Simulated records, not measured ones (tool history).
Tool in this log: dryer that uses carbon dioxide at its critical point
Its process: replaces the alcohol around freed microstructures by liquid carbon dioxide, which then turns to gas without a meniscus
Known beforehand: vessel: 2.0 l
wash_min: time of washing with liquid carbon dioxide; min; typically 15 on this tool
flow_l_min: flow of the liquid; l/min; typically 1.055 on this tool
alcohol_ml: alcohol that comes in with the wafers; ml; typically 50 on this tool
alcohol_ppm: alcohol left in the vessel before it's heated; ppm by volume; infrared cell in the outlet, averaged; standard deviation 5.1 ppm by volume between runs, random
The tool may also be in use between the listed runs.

Run 1, hour 0: usual settings. Result: alcohol_ppm 121 ppm by volume.
Run 2, hour 5.1: usual settings. Result: alcohol_ppm 104 ppm by volume.
Run 3, hour 11.3: usual settings. Result: alcohol_ppm 107 ppm by volume.
Run 4, hour 16.4: usual settings. Result: alcohol_ppm 110 ppm by volume.
Run 5, hour 24.7: usual settings. Result: alcohol_ppm 97 ppm by volume.
Run 6, hour 30.5: usual settings but wash_min 16 min. Result: alcohol_ppm 84 ppm by volume.
Run 7, hour 39.4: usual settings but wash_min 16 min. Result: alcohol_ppm 95 ppm by volume.
Run 8, hour 48.5: usual settings but wash_min 16 min. Result: alcohol_ppm 87 ppm by volume.
Run 9, hour 54.1: usual settings but wash_min 16 min. Result: alcohol_ppm 99 ppm by volume.
Run 10, hour 58.2: usual settings but wash_min 16 min. Result: alcohol_ppm 85 ppm by volume.
Run 11, hour 63.3: usual settings but wash_min 16 min, flow_l_min 0.8 l/min, alcohol_ml 67 ml. Result: alcohol_ppm 342 ppm by volume.
Run 12, hour 67.2: usual settings but flow_l_min 0.89 l/min, alcohol_ml 32 ml. Result: alcohol_ppm 154 ppm by volume.
Run 13, hour 71: usual settings but wash_min 13 min, flow_l_min 0.75 l/min, alcohol_ml 32 ml. Result: alcohol_ppm 489 ppm by volume.
Run 14, hour 77.7: usual settings but wash_min 20 min, alcohol_ml 38 ml. Result: alcohol_ppm 35 ppm by volume.
Run 15, hour 86.6: usual settings but wash_min 20 min, alcohol_ml 38 ml. Result: alcohol_ppm 38 ppm by volume.
Run 16, hour 95.1: usual settings but wash_min 17 min, alcohol_ml 38 ml. Result: alcohol_ppm 69 ppm by volume.
Run 17, hour 100.3: usual settings but wash_min 9 min, alcohol_ml 115 ml. Result: alcohol_ppm 1963 ppm by volume.
Run 18, hour 106.6: usual settings but wash_min 9 min, alcohol_ml 115 ml. Result: alcohol_ppm 1938 ppm by volume.
Run 19, hour 110.6: usual settings but wash_min 13 min, alcohol_ml 41 ml. Result: alcohol_ppm 185 ppm by volume.
Run 20, hour 119.8: usual settings but wash_min 12 min, flow_l_min 0.83 l/min, alcohol_ml 74 ml. Result: alcohol_ppm 1039 ppm by volume.

For each run, the measured value with the value that run would have given without the tool's hidden condition subtracted. The run-to-run variation is shared by both, the gauge scatter possibly not:
Unlogged tool condition in this case: flow that reaches the vessel past the clogged filter, %; alcohol in the recycled carbon dioxide, ppm; drift of the gauge itself on alcohol_ppm, %.
run  alcohol_ppm
  1          +34
  2          +33
  3          +34
  4          +36
  5          +36
  6          +33
  7          +34
  8          +34
  9          +35
 10          +34
 11          +77
 12          +46
 13          +88
 14          +27
 15          +27
 16          +33
 17         +311
 18         +312
 19          +58
 20         +191
